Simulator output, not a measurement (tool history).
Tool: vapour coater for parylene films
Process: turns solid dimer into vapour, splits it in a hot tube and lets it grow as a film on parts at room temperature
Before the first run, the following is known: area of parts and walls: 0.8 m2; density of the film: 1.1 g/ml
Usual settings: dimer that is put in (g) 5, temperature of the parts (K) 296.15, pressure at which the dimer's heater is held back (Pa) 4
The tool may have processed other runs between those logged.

run	hour	dimer that is put in (g)	temperature of the parts (K)	pressure at which the dimer's heater is held back (Pa)	thickness of the film (um)
1	0	5	296.15	4	3.74
2	24.5	5	296.15	4	3.67
3	35.8	5	296.15	4	3.68
4	61.1	7	296.15	4	5.17
5	81.5	5	292.15	4	4.43
6	97.1	5	292.15	4	4.46
7	121	5	296.15	4	3.67
8	139	5	296.15	4	3.64
9	160.8	5	296.15	4	3.62
10	184.4	5	296.15	4	3.58
11	195.8	5	296.15	4	3.61
12	220	5	296.15	4	3.55
13	243.1	5	296.15	4	3.48
14	257.3	5	294.15	9.65	3.64
15	275.5	7	292.15	2.76	6.08
16	293.1	6	288.15	4	6.21
17	308.5	3	299.15	10.13	1.67
18	328.8	5	293.15	2.19	4.22
19	352.7	5	293.15	2.19	4.22
20	366.3	5	293.15	2.19	4.2
21	381.7	4	289.15	2.43	4.04
22	392.7	4	289.15	2.43	3.97
23	406.9	4	288.15	7.53	3.88
24	420.6	4	288.15	7.53	3.9

4 ways to go on from here, each from the tool as it stands after run 24. What would each give?
A	439.3	5	290.15	2.77	?
B	439.3	3	304.15	9.32	?
C	439.3	5	289.15	4	?
D	439.3	3	301.15	6.86	?

run	thickness of the film (um)
A	4.73
B	1.33
C	4.82
D	1.56
With the hidden condition removed and each run's random variation left untouched, the same runs would have given:
run	thickness of the film (um)
A	5.27
B	1.49
C	5.37
D	1.74

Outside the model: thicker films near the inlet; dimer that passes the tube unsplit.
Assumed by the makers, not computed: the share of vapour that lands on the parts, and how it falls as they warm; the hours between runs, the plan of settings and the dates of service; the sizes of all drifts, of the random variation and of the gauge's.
